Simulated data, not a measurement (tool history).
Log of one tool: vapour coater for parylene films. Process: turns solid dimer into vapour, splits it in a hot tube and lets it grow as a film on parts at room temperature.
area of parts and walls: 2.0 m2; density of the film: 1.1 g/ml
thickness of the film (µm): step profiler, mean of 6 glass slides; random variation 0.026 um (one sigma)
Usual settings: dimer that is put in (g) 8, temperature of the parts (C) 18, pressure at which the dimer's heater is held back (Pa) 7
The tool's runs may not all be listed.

| run | hour | dimer that is put in (g) | temperature of the parts (C) | pressure at which the dimer's heater is held back (Pa) | thickness of the film (µm) |
|---|---|---|---|---|---|
| 1 | 0 | 8 | 18 | 7 | 1.86 |
| 2 | 18.2 | 5 | 18 | 7 | 1.08 |
| 3 | 50.3 | 10 | 18 | 7 | 2.23 |
| 4 | 82.7 | 10 | 18 | 7 | 2.26 |
| 5 | 98.4 | 10 | 18 | 7 | 2.3 |
|  | 123.9 | trap's valve overhauled |
| 6 | 136 | 8 | 18 | 7 | 1.99 |
| 7 | 165.9 | 8 | 18 | 7 | 1.99 |
| 8 | 188.5 | 8 | 12 | 7 | 2.34 |
| 9 | 217.9 | 8 | 12 | 7 | 2.37 |
| 10 | 239.8 | 8 | 12 | 7 | 2.33 |
| 11 | 269.9 | 8 | 18 | 7 | 1.97 |
| 12 | 294.4 | 8 | 18 | 7 | 1.99 |
| 13 | 309.2 | 8 | 14 | 7 | 2.21 |
| 14 | 331.5 | 8 | 14 | 7 | 2.15 |
| 15 | 356.4 | 8 | 18 | 10.46 | 1.83 |
| 16 | 385.9 | 8 | 18 | 10.46 | 1.83 |

Run 17 comes next. What will it give?
| 17 | 404.2 | 8 | 18 | 10.46 | ? |

Run 17 gave thickness of the film (µm) 1.81.
Without the tool's hidden state the same run would have given thickness of the film (µm) 1.86.

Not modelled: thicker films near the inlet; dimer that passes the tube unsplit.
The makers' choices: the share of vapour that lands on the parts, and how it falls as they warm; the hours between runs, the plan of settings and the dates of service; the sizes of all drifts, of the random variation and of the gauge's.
